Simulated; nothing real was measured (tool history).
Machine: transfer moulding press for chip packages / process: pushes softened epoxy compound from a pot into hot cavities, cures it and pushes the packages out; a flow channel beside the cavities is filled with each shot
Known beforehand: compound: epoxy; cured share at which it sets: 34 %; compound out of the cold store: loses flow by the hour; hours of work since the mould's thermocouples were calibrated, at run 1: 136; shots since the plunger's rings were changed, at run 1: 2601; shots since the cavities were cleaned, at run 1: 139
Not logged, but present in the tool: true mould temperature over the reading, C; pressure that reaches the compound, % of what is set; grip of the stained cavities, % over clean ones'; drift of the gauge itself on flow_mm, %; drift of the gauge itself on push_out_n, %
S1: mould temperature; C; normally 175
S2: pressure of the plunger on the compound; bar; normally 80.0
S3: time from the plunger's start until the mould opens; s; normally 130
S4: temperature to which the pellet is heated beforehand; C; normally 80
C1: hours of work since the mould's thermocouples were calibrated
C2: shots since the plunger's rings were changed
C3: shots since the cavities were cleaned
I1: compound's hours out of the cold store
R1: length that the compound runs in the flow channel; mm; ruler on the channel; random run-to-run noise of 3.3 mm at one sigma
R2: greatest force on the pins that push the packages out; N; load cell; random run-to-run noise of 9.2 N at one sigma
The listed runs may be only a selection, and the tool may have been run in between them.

| run | hour | S1 | S2 | S3 | S4 | C1 | C2 | C3 | I1 | R1 | R2 |
|---|---|---|---|---|---|---|---|---|---|---|---|
| 1 | 0.0 | 175 | 80.0 | 130 | 80 | 136 | 2601 | 139 | 39.9 | 716 | 492 |
| 2 | 22.4 | 175 | 80.0 | 130 | 80 | 148 | 2768 | 306 | 16.1 | 754 | 552 |
|  | 56.3 | cavities cleaned with cleaning compound and waxed |
| 3 | 56.3 | 175 | 80.0 | 130 | 80 | 166 | 3010 | 0 | 13.6 | 760 | 433 |
| 4 | 91.5 | 175 | 80.0 | 130 | 80 | 184 | 3273 | 263 | 13.2 | 760 | 547 |
| 5 | 116.3 | 175 | 80.0 | 130 | 80 | 197 | 3458 | 448 | 38.0 | 703 | 567 |
|  | 132.1 | cavities cleaned with cleaning compound and waxed |
| 6 | 145.8 | 175 | 77.8 | 130 | 80 | 212 | 3667 | 102 | 20.3 | 727 | 468 |
|  | 149.4 | mould's thermocouples calibrated |
|  | 175.8 | plunger's sealing rings changed |
| 7 | 179.3 | 175 | 77.8 | 130 | 80 | 15 | 26 | 319 | 24.1 | 771 | 543 |
| 8 | 208.8 | 175 | 77.8 | 130 | 80 | 30 | 246 | 539 | 46.3 | 726 | 603 |
|  | 211.9 | cavities cleaned with cleaning compound and waxed |
| 9 | 232.3 | 175 | 77.8 | 130 | 80 | 42 | 411 | 153 | 29.2 | 752 | 481 |
| 10 | 251.6 | 177 | 60.8 | 130 | 80 | 52 | 555 | 297 | 39.3 | 643 | 520 |
| 11 | 279.3 | 177 | 60.8 | 111 | 74 | 67 | 761 | 503 | 37.6 | 641 | 686 |
|  | 286.6 | cavities cleaned with cleaning compound and waxed |
|  | 315.9 | mould's thermocouples calibrated, once more |
| 12 | 317.2 | 180 | 84.0 | 111 | 71 | 1 | 1019 | 214 | 45.5 | 734 | 499 |
| 13 | 339.4 | 180 | 78.0 | 127 | 85 | 12 | 1185 | 380 | 12.2 | 770 | 504 |
|  | 364.2 | cavities cleaned with cleaning compound and waxed |
| 14 | 366.2 | 180 | 78.0 | 127 | 85 | 26 | 1374 | 15 | 12.2 | 764 | 380 |
| 15 | 394.9 | 175 | 80.0 | 137 | 80 | 41 | 1588 | 229 | 27.9 | 749 | 464 |
| 16 | 422.3 | 175 | 80.0 | 130 | 90 | 56 | 1792 | 433 | 46.8 | 712 | 534 |
|  | 439.4 | cavities cleaned with cleaning compound and waxed |
| 17 | 450.8 | 179 | 72.9 | 130 | 90 | 70 | 1995 | 86 | 47.7 | 665 | 406 |

Below are 5 alternative next runs, each starting from the tool's condition after run 17. Predict each:
| A | 465.8 | 175 | 82.9 | 121 | 80 | 78 | 2107 | 198 | 43.0 | ? | ? |
| B | 465.8 | 167 | 80.0 | 154 | 86 | 78 | 2107 | 198 | 20.2 | ? | ? |
| C | 465.8 | 179 | 72.9 | 145 | 90 | 78 | 2107 | 198 | 16.4 | ? | ? |
| D | 465.8 | 170 | 72.9 | 128 | 90 | 78 | 2107 | 198 | 37.2 | ? | ? |
| E | 465.8 | 181 | 80.0 | 130 | 87 | 78 | 2107 | 198 | 16.4 | ? | ? |

| run | R1 | R2 |
|---|---|---|
| A | 728 | 547 |
| B | 783 | 574 |
| C | 722 | 456 |
| D | 699 | 650 |
| E | 756 | 437 |
Without the tool's unlogged condition, the same runs would have read:
| run | R1 | R2 |
|---|---|---|
| A | 755 | 455 |
| B | 813 | 478 |
| C | 750 | 378 |
| D | 726 | 542 |
| E | 785 | 362 |

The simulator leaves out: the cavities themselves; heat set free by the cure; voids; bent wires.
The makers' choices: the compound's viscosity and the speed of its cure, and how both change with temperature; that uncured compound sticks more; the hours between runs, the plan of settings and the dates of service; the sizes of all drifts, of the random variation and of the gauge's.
